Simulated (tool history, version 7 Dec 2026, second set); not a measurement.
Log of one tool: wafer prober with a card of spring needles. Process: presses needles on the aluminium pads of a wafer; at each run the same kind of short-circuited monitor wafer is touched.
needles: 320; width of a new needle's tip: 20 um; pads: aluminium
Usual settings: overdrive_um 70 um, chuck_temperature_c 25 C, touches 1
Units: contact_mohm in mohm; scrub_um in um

run 1 hour=0.0 | overdrive_um=70 chuck_temperature_c=25 touches=1 | contact_mohm=229 scrub_um=13.03
run 2 hour=44.2 | overdrive_um=70 chuck_temperature_c=25 touches=1 | contact_mohm=313 scrub_um=13.36
run 3 hour=87.2 | overdrive_um=70 chuck_temperature_c=25 touches=1 | contact_mohm=332 scrub_um=13.31
run 4 hour=156.9 | overdrive_um=70 chuck_temperature_c=25 touches=2 | contact_mohm=227 scrub_um=13.24
run 5 hour=214.2 | overdrive_um=70 chuck_temperature_c=25 touches=2 | contact_mohm=251 scrub_um=13.13
run 6 hour=310.8 | overdrive_um=70 chuck_temperature_c=25 touches=2 | contact_mohm=225 scrub_um=13.38
run 7 hour=389.3 | overdrive_um=70 chuck_temperature_c=25 touches=2 | contact_mohm=211 scrub_um=13.29
run 8 hour=478.1 | overdrive_um=70 chuck_temperature_c=25 touches=2 | contact_mohm=241 scrub_um=13.14
run 9 hour=554.6 | overdrive_um=70 chuck_temperature_c=25 touches=2 | contact_mohm=244 scrub_um=13.12
run 10 hour=620.5 | overdrive_um=53 chuck_temperature_c=25 touches=2 | contact_mohm=249 scrub_um=10.18
run 11 hour=715.2 | overdrive_um=53 chuck_temperature_c=25 touches=2 | contact_mohm=246 scrub_um=9.95
run 12 hour=774.7 | overdrive_um=60 chuck_temperature_c=25 touches=1 | contact_mohm=212 scrub_um=11.30
run 13 hour=864.5 | overdrive_um=60 chuck_temperature_c=92 touches=2 | contact_mohm=233 scrub_um=11.16
run 14 hour=911.6 | overdrive_um=60 chuck_temperature_c=82 touches=2 | contact_mohm=259 scrub_um=11.09
run 15 hour=987.5 | overdrive_um=69 chuck_temperature_c=79 touches=2 | contact_mohm=219 scrub_um=13.21
run 16 hour=1079.4 | overdrive_um=84 chuck_temperature_c=79 touches=2 | contact_mohm=245 scrub_um=15.99
run 17 hour=1146.9 | overdrive_um=84 chuck_temperature_c=79 touches=2 | contact_mohm=245 scrub_um=15.87
run 18 hour=1201.8 | overdrive_um=84 chuck_temperature_c=79 touches=2 | contact_mohm=235 scrub_um=15.76
run 19 hour=1277.7 | overdrive_um=70 chuck_temperature_c=25 touches=1 | contact_mohm=240 scrub_um=13.46
run 20 hour=1346.5 | overdrive_um=74 chuck_temperature_c=27 touches=1 | contact_mohm=211 scrub_um=14.09
run 21 hour=1442.8 | overdrive_um=71 chuck_temperature_c=25 touches=1 | contact_mohm=273 scrub_um=13.36

Taken out of this log: 110 entries between the listed runs. Where each belongs, and how the hidden state differs across it:
Between runs 1 and 2: tips cleaned on abrasive film (hour 12.4); height of the first contact set anew (hour 22.0); tips cleaned on abrasive film (hour 25.2); tips cleaned on abrasive film (hour 37.6)
  debris on the tips, nm: 11.7 -> 39.4; way that the needles fall short of the set height, um: 2.32 -> 0.23; tips' diameter, um: 26.97 -> 31.71
  measured less the result without the state, contact_mohm: +30 -> +109 mohm; scrub_um: -0.45 -> -0.05 um
Between runs 2 and 3: tips cleaned on abrasive film (hour 50.5); tips cleaned on abrasive film (hour 62.9); tips cleaned on abrasive film (hour 78.4)
  debris on the tips, nm: 39.4 -> 48.2; way that the needles fall short of the set height, um: 0.23 -> 0.53; tips' diameter, um: 31.71 -> 31.82
  measured less the result without the state, contact_mohm: +109 -> +131 mohm; scrub_um: -0.05 -> -0.10 um
Between runs 3 and 4: tips cleaned on abrasive film (hour 93.5); tips cleaned on abrasive film (hour 105.9); tips cleaned on abrasive film (hour 118.4); tips cleaned on abrasive film (hour 130.8); tips cleaned on abrasive film (hour 143.2); tips cleaned on abrasive film (hour 155.7)
  debris on the tips, nm: 48.2 -> 10.1; way that the needles fall short of the set height, um: 0.53 -> 1.14; tips' diameter, um: 31.82 -> 32.03
  measured less the result without the state, contact_mohm: +131 -> +28 mohm; scrub_um: -0.10 -> -0.21 um
Between runs 4 and 5: tips cleaned on abrasive film (hour 169.3); tips cleaned on abrasive film (hour 181.8); tips cleaned on abrasive film (hour 197.3); tips cleaned on abrasive film (hour 209.7)
  debris on the tips, nm: 10.1 -> 26.4; way that the needles fall short of the set height, um: 1.14 -> 1.59; tips' diameter, um: 32.03 -> 32.19
  measured less the result without the state, contact_mohm: +28 -> +53 mohm; scrub_um: -0.21 -> -0.30 um
Between runs 5 and 6: tips cleaned on abrasive film (hour 223.5); tips cleaned on abrasive film (hour 236.0); tips cleaned on abrasive film (hour 251.5); tips cleaned on abrasive film (hour 263.9); card fitted with new needles (hour 275.9); tips cleaned on abrasive film (hour 291.4); tips cleaned on abrasive film (hour 303.9)
  debris on the tips, nm: 26.4 -> 37.9; way that the needles fall short of the set height, um: 1.59 -> 0.26; tips' diameter, um: 32.19 -> 20.09
  measured less the result without the state, contact_mohm: +53 -> +25 mohm; scrub_um: -0.30 -> -0.05 um
Between runs 6 and 7: tips cleaned on abrasive film (hour 317.0); tips cleaned on abrasive film (hour 329.5); tips cleaned on abrasive film (hour 341.9); tips cleaned on abrasive film (hour 357.4); tips cleaned on abrasive film (hour 373.0); tips cleaned on abrasive film (hour 388.5)
  debris on the tips, nm: 37.9 -> 11.4; way that the needles fall short of the set height, um: 0.26 -> 0.91; tips' diameter, um: 20.09 -> 20.32
  measured less the result without the state, contact_mohm: +25 -> +8 mohm; scrub_um: -0.05 -> -0.17 um
Between runs 7 and 8: tips cleaned on abrasive film (hour 401.7); tips cleaned on abrasive film (hour 414.1); tips cleaned on abrasive film (hour 426.6); tips cleaned on abrasive film (hour 439.0); tips cleaned on abrasive film (hour 454.5); tips cleaned on abrasive film (hour 467.0)
  debris on the tips, nm: 11.4 -> 55.7; way that the needles fall short of the set height, um: 0.91 -> 1.54; tips' diameter, um: 20.32 -> 20.54
  measured less the result without the state, contact_mohm: +8 -> +41 mohm; scrub_um: -0.17 -> -0.30 um
Between runs 8 and 9: tips cleaned on abrasive film (hour 481.3); tips cleaned on abrasive film (hour 493.7); tips cleaned on abrasive film (hour 506.1); tips cleaned on abrasive film (hour 518.6); tips cleaned on abrasive film (hour 531.0); tips cleaned on abrasive film (hour 543.4)
  debris on the tips, nm: 55.7 -> 55.2; way that the needles fall short of the set height, um: 1.54 -> 2.15; tips' diameter, um: 20.54 -> 20.75
  measured less the result without the state, contact_mohm: +41 -> +42 mohm; scrub_um: -0.30 -> -0.41 um
Between runs 9 and 10: tips cleaned on abrasive film, once more (hour 557.8); tips cleaned on abrasive film (hour 573.3); tips cleaned on abrasive film (hour 585.7); tips cleaned on abrasive film (hour 598.2); height of the first contact set anew (hour 604.6); tips cleaned on abrasive film (hour 614.0)
  debris on the tips, nm: 55.2 -> 33.4; way that the needles fall short of the set height, um: 2.15 -> 0.09; tips' diameter, um: 20.75 -> 20.93
  measured less the result without the state, contact_mohm: +42 -> +40 mohm; scrub_um: -0.41 -> -0.01 um
Between runs 10 and 11: tips cleaned on abrasive film (hour 626.8); tips cleaned on abrasive film (hour 642.3); tips cleaned on abrasive film (hour 654.7); tips cleaned on abrasive film (hour 667.2); tips cleaned on abrasive film (hour 682.7); tips cleaned on abrasive film (hour 695.1); tips cleaned on abrasive film (hour 710.7)
  debris on the tips, nm: 33.4 -> 27.7; way that the needles fall short of the set height, um: 0.09 -> 0.88; tips' diameter, um: 20.93 -> 21.2
  measured less the result without the state, contact_mohm: +40 -> +37 mohm; scrub_um: -0.01 -> -0.16 um
Between runs 11 and 12: tips cleaned on abrasive film (hour 724.5); tips cleaned on abrasive film (hour 737.0); tips cleaned on abrasive film (hour 749.4); tips cleaned on abrasive film (hour 761.8); tips cleaned on abrasive film (hour 774.7)
  debris on the tips, nm: 27.7 -> 3.3; way that the needles fall short of the set height, um: 0.88 -> 1.49; tips' diameter, um: 21.2 -> 21.42
  measured less the result without the state, contact_mohm: +37 -> +7 mohm; scrub_um: -0.16 -> -0.29 um
Between runs 12 and 13: tips cleaned on abrasive film (hour 790.2); tips cleaned on abrasive film (hour 805.7); tips cleaned on abrasive film (hour 821.2); tips cleaned on abrasive film (hour 836.7); tips cleaned on abrasive film (hour 849.2); tips cleaned on abrasive film (hour 864.5)
  debris on the tips, nm: 3.3 -> 8.4; way that the needles fall short of the set height, um: 1.49 -> 2.03; tips' diameter, um: 21.42 -> 21.61
  measured less the result without the state, contact_mohm: +7 -> +11 mohm; scrub_um: -0.29 -> -0.38 um
Between runs 13 and 14: tips cleaned on abrasive film (hour 876.9); tips cleaned on abrasive film (hour 892.4); tips cleaned on abrasive film (hour 904.9)
  debris on the tips, nm: 8.4 -> 37.3; way that the needles fall short of the set height, um: 2.03 -> 2.3; tips' diameter, um: 21.61 -> 21.7
  measured less the result without the state, contact_mohm: +11 -> +40 mohm; scrub_um: -0.38 -> -0.45 um
Between runs 14 and 15: tips cleaned on abrasive film (hour 917.9); tips cleaned on abrasive film (hour 930.3); height of the first contact set anew (hour 933.7); tips cleaned on abrasive film (hour 943.0); tips cleaned on abrasive film (hour 955.5); tips cleaned on abrasive film (hour 971.0); tips cleaned on abrasive film (hour 986.5)
  debris on the tips, nm: 37.3 -> 9; way that the needles fall short of the set height, um: 2.3 -> 0.45; tips' diameter, um: 21.7 -> 21.94
  measured less the result without the state, contact_mohm: +40 -> +9 mohm; scrub_um: -0.45 -> -0.08 um
Between runs 15 and 16: tips cleaned on abrasive film (hour 999.9); tips cleaned on abrasive film (hour 1015.5); tips cleaned on abrasive film (hour 1027.9); tips cleaned on abrasive film (hour 1040.3); tips cleaned on abrasive film (hour 1055.9); tips cleaned on abrasive film (hour 1068.3)
  debris on the tips, nm: 9 -> 59.2; way that the needles fall short of the set height, um: 0.45 -> 1.13; tips' diameter, um: 21.94 -> 22.18
  measured less the result without the state, contact_mohm: +9 -> +34 mohm; scrub_um: -0.08 -> -0.22 um
Between runs 16 and 17: tips cleaned on abrasive film (hour 1082.6); tips cleaned on abrasive film (hour 1095.1); tips cleaned on abrasive film (hour 1110.6); tips cleaned on abrasive film (hour 1123.0); tips cleaned on abrasive film (hour 1135.5)
  debris on the tips, nm: 59.2 -> 56.3; way that the needles fall short of the set height, um: 1.13 -> 1.67; tips' diameter, um: 22.18 -> 22.37
  measured less the result without the state, contact_mohm: +34 -> +33 mohm; scrub_um: -0.22 -> -0.32 um
Between runs 17 and 18: tips cleaned on abrasive film (hour 1150.1); tips cleaned on abrasive film (hour 1165.6); tips cleaned on abrasive film (hour 1178.0); tips cleaned on abrasive film (hour 1193.6)
  debris on the tips, nm: 56.3 -> 47; way that the needles fall short of the set height, um: 1.67 -> 2.03; tips' diameter, um: 22.37 -> 22.49
  measured less the result without the state, contact_mohm: +33 -> +28 mohm; scrub_um: -0.32 -> -0.39 um
Between runs 18 and 19: tips cleaned on abrasive film (hour 1208.0); tips cleaned on abrasive film (hour 1220.5); tips cleaned on abrasive film (hour 1232.9); tips cleaned on abrasive film (hour 1245.3); tips cleaned on abrasive film (hour 1260.9); height of the first contact set anew (hour 1261.2); tips cleaned on abrasive film (hour 1273.6)
  debris on the tips, nm: 47 -> 30.4; way that the needles fall short of the set height, um: 2.03 -> 0.13; tips' diameter, um: 22.49 -> 22.7
  measured less the result without the state, contact_mohm: +28 -> +43 mohm; scrub_um: -0.39 -> -0.03 um
Between runs 19 and 20: tips cleaned on abrasive film (hour 1287.0); tips cleaned on abrasive film (hour 1302.5); tips cleaned on abrasive film (hour 1318.1); tips cleaned on abrasive film (hour 1330.5); tips cleaned on abrasive film (hour 1346.0)
  debris on the tips, nm: 30.4 -> 9.1; way that the needles fall short of the set height, um: 0.13 -> 0.78; tips' diameter, um: 22.7 -> 22.93
  measured less the result without the state, contact_mohm: +43 -> +15 mohm; scrub_um: -0.03 -> -0.15 um
Between runs 20 and 21: tips cleaned on abrasive film (hour 1359.0); tips cleaned on abrasive film (hour 1371.4); tips cleaned on abrasive film (hour 1383.8); tips cleaned on abrasive film (hour 1396.3); tips cleaned on abrasive film (hour 1408.7); tips cleaned on abrasive film (hour 1421.1); tips cleaned on abrasive film (hour 1433.6)
  debris on the tips, nm: 9.1 -> 49.3; way that the needles fall short of the set height, um: 0.78 -> 1.49; tips' diameter, um: 22.93 -> 23.18
  measured less the result without the state, contact_mohm: +15 -> +73 mohm; scrub_um: -0.15 -> -0.29 um
